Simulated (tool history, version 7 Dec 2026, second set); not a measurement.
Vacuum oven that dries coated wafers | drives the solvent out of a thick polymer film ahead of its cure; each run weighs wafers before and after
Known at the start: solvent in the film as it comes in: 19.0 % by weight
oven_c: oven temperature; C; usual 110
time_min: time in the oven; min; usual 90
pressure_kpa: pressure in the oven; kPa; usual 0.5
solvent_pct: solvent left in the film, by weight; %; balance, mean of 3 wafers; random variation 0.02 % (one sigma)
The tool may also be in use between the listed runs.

run	day	oven_c	time_min	pressure_kpa	solvent_pct
1	0	110	90	0.5	0.93
2	0.6	110	90	0.5	0.91
3	1.696	110	90	0.5	0.95
4	2.983	110	90	1.475	1.37
5	3.575	110	55	1.475	2.8
6	4.875	110	55	1.475	2.78
7	5.683	110	90	0.6	0.98
8	6.592	110	90	0.6	0.95
9	7.654	110	90	0.5	0.9
10	8.962	99	90	0.5	3.02
11	10.292	110	90	0.5	0.93
12	11.129	110	100	0.983	0.94
13	12.221	100	90	1.004	3.07
14	13.454	110	110	0.5	0.62
15	14.117	110	110	0.5	0.65
16	15.3	110	110	0.5	0.64
17	16.6	100	125	0.5	1.59
18	17.838	122	90	1.22	0.5
19	18.821	110	56	0.5	2.27
20	20.117	99	116	0.5	2.02
21	20.958	124	56	0.5	0.45
22	21.9	124	56	0.5	0.44

4 ways to go on from here, each from the tool as it stands after run 22. What would each give?
A	22.808	118	90	0.5	?
B	22.808	124	90	0.262	?
C	22.808	110	90	0.927	?
D	22.808	110	97	1.204	?

run	solvent_pct
A	0.4
B	0.16
C	1.11
D	1.11
Without the tool's hidden state the same runs would have given:
run	solvent_pct
A	0.29
B	0.07
C	1
D	1
